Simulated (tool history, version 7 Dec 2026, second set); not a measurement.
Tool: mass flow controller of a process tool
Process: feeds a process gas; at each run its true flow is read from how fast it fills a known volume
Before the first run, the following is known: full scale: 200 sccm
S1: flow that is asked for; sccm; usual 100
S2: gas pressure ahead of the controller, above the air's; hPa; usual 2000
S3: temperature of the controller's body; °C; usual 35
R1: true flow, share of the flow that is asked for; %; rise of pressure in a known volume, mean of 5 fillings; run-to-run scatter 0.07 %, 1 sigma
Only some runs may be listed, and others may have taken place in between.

run    hour   S1    S2  S3      R1
  1     0.0  100  2000  35   98.50
  2   243.2  100  2000  35   98.37
  3   411.9  100  2000  35   98.54
  4   768.5  100  2770  35   99.04
  5  1056.3  100  2770  35   99.15
  6  1371.5  100  2000  35   98.56
  7  1629.2  100  2200  23  100.18
  8  1983.3  100  2200  23  100.19
  9  2269.4  148  2340  24  101.27

The next listed run, before its measurement:
 10  2550.5  148  2340  24   ?

R1: 101.14 %
Had the tool carried no hidden state, the very same run would have given R1 99.86 %.
